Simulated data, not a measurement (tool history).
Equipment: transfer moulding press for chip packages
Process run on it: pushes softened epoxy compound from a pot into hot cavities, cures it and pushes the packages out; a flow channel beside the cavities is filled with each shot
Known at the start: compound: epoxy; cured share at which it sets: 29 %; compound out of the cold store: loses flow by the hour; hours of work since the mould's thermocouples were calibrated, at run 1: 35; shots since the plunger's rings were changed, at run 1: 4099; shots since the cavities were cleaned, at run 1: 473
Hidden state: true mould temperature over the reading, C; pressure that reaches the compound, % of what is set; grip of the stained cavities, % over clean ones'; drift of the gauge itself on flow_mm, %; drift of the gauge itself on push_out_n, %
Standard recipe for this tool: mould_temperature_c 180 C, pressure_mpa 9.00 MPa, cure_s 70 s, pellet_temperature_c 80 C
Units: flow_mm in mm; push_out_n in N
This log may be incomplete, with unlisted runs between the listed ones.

run	hour	mould_temperature_c	pressure_mpa	cure_s	pellet_temperature_c	hours of work since the mould's thermocouples were calibrated	shots since the plunger's rings were changed	shots since the cavities were cleaned	incoming compound's hours out of the cold store	flow_mm	push_out_n
1	0.0	180	9.00	70	80	35	4099	473	8.7	682	489
2	34.9	184	9.00	70	80	51	4427	801	42.0	551	469
# hour 57.7: plunger's sealing rings changed
3	62.2	184	9.00	70	80	62	42	1033	22.9	633	487
# hour 71.7: cavities cleaned with cleaning compound and waxed
4	90.2	184	7.95	70	80	74	291	174	28.2	575	330
5	115.4	178	9.00	70	80	85	527	410	9.4	708	540
6	149.0	178	9.00	70	80	100	842	725	36.9	597	577
7	176.1	178	9.00	70	80	112	1096	979	20.1	658	613
# hour 189.0: cavities cleaned with cleaning compound and waxed
8	222.5	178	9.00	70	80	132	1517	314	39.0	590	458
9	252.0	178	9.00	70	80	145	1794	591	42.6	577	538
# hour 258.2: mould's thermocouples calibrated
10	298.0	184	8.62	62	80	18	2207	1004	29.4	587	553
# hour 311.5: cavities cleaned with cleaning compound and waxed
# hour 334.0: mould's thermocouples calibrated, once more
11	334.0	181	9.00	51	80	0	2511	192	38.4	581	641
12	374.4	185	10.03	51	80	18	2890	571	34.9	616	684
13	412.6	185	10.03	51	80	35	3249	930	40.0	591	694
# hour 430.3: cavities cleaned with cleaning compound and waxed
14	449.4	181	7.06	75	83	51	3580	179	22.2	551	351
15	488.9	181	7.06	75	83	68	3950	549	47.4	478	441
16	508.9	177	7.06	75	83	77	4138	737	35.2	529	531

Alternative continuations, all from the tool just after run 16; predict every row:
# hour 548.3: cavities cleaned with cleaning compound and waxed
A	556.7	177	8.08	66	72	98	4572	78	34.3	?	?
# hour 548.3: cavities cleaned with cleaning compound and waxed
B	556.7	177	7.70	82	83	98	4572	78	16.0	?	?
# hour 548.3: cavities cleaned with cleaning compound and waxed
C	556.7	180	9.94	70	77	98	4572	78	27.1	?	?
# hour 548.3: cavities cleaned with cleaning compound and waxed
D	556.7	188	7.06	75	83	98	4572	78	20.9	?	?

run	flow_mm	push_out_n
A	562	421
B	607	301
C	642	331
D	538	276
The same runs, with their run-to-run variation unchanged, on a tool lacking any hidden condition would have given:
run	flow_mm	push_out_n
A	582	380
B	628	268
C	663	297
D	556	243
